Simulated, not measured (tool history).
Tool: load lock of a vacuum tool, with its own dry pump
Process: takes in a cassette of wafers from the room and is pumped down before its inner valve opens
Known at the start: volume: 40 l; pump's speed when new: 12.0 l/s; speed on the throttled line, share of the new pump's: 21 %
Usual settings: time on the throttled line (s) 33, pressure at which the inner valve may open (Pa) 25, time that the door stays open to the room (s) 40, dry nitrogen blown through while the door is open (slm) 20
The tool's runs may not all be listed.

run	hour	time on the throttled line (s)	pressure at which the inner valve may open (Pa)	time that the door stays open to the room (s)	dry nitrogen blown through while the door is open (slm)	incoming humidity of the room's air, %	time from the closed door until the inner valve may open (s)	rise of the pressure with all valves shut (Pa/min)
1	0.0	33	25	40	20	43.8	53.4	0.017
2	48.5	33	25	40	20	50.2	53.9	0.021
3	117.0	33	36	40	20	41.4	52.2	0.020
4	202.9	33	36	40	20	47.8	52.0	0.023
5	312.0	29	25	40	20	44.0	50.3	0.019
6	408.7	33	25	40	20	45.9	53.9	0.017
7	471.9	33	25	40	20	47.1	53.8	0.017
8	575.5	33	25	123	20	44.9	54.3	0.033
9	661.4	33	25	207	20	45.8	53.3	0.044
10	771.6	33	25	207	20	46.6	54.5	0.042
11	842.9	33	25	74	20	45.7	53.9	0.023
12	900.0	33	25	74	20	48.9	54.1	0.028
13	958.5	33	25	74	20	44.0	53.7	0.022
14	1056.9	33	25	74	20	45.8	54.3	0.032
15	1156.4	20	25	40	20	44.4	43.3	0.022
16	1229.4	33	25	40	20	46.7	54.3	0.021
17	1330.0	33	25	40	20	44.0	54.1	0.017
18	1395.6	33	25	40	20	47.1	54.3	0.017
19	1476.3	33	42	52	44	45.5	52.2	0.013
20	1580.6	37	46	40	16	47.2	55.5	0.018
21	1686.8	37	46	40	16	46.8	55.4	0.020
22	1803.0	37	24	40	16	40.1	57.3	0.020
23	1877.5	55	45	40	16	44.3	68.9	0.021
24	1947.0	33	25	28	8	45.0	54.1	0.027

The next listed run, before its measurement:
25	2063.4	33	25	28	8	46.9	?	?

time from the closed door until the inner valve may open (s): 54.5
rise of the pressure with all valves shut (Pa/min): 0.026
Without the tool's hidden state the same run would have given time from the closed door until the inner valve may open (s) 54.5, rise of the pressure with all valves shut (Pa/min) 0.026.
